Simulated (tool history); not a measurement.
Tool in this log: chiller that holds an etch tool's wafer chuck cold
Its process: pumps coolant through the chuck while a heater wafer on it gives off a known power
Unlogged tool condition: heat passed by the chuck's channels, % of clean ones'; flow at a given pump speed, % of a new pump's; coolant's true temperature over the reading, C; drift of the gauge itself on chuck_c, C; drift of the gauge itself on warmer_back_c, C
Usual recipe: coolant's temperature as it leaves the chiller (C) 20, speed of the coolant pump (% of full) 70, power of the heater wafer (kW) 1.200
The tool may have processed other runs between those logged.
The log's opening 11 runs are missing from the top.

run,hour,coolant's temperature as it leaves the chiller (C),speed of the coolant pump (% of full),power of the heater wafer (kW),hours since the coolant was changed and the channels were flushed,hours since the pump was overhauled,hours since the chiller's thermometer was calibrated,chuck's temperature once it has settled (C),how much warmer the coolant comes back (C)
12,252.2,20,85,1.200,1765,1009,4832,29.8,4.58
13,277.7,11,85,1.200,1791,1034,4857,20.8,4.53
14,307.9,11,85,1.200,1821,1065,4887,20.8,4.51
15,322.6,11,85,1.200,1835,1079,4902,20.8,4.51
16,337.4,15,70,1.200,1850,1094,4917,26.5,5.69
17,359.8,15,70,1.200,1873,1117,4939,26.5,5.58
18,388.7,15,70,1.200,1902,1145,4968,26.7,5.67
19,416.7,24,72,1.479,1930,1173,4996,38.1,6.75
20,433.3,23,100,0.869,1946,1190,5013,29.1,2.71
21,462.4,20,70,0.650,1975,1219,5042,26.2,3.04
22,493.9,27,68,1.441,2007,1251,5073,41.3,7.12
23,518.2,30,65,1.478,2031,1275,5098,45.3,7.64
24,544.6,30,97,1.478,2057,1301,5124,40.9,4.78
25,575.4,15,64,1.478,2088,1332,5155,30.5,7.76
26,591.8,29,79,1.282,2105,1349,5171,40.1,5.24
27,616.2,29,79,1.282,2129,1373,5196,40.2,5.29
28,634.2,18,65,0.722,2147,1391,5214,25.4,3.70
29,648.3,13,65,0.961,2161,1405,5228,22.8,4.99
30,670.0,27,65,1.346,2183,1427,5249,41.0,6.94
31,688.5,30,70,1.200,2201,1445,5268,41.6,5.64
32,705.5,18,70,0.690,2218,1462,5285,24.5,3.31

4 ways to go on from here, each from the tool as it stands after run 32. What would each give?
A,718.8,18,70,1.329,2232,1475,5298,?,?
B,718.8,20,61,1.200,2232,1475,5298,?,?
C,718.8,20,94,0.673,2232,1475,5298,?,?
D,718.8,15,65,1.200,2232,1475,5298,?,?

run,chuck's temperature once it has settled (C),how much warmer the coolant comes back (C)
A,31.0,6.26
B,33.1,6.63
C,24.8,2.25
D,27.3,6.20
The same runs, with their run-to-run variation unchanged, on a tool lacking any hidden condition would have given:
run,chuck's temperature once it has settled (C),how much warmer the coolant comes back (C)
A,30.8,6.16
B,32.9,6.52
C,24.9,2.21
D,27.0,6.10

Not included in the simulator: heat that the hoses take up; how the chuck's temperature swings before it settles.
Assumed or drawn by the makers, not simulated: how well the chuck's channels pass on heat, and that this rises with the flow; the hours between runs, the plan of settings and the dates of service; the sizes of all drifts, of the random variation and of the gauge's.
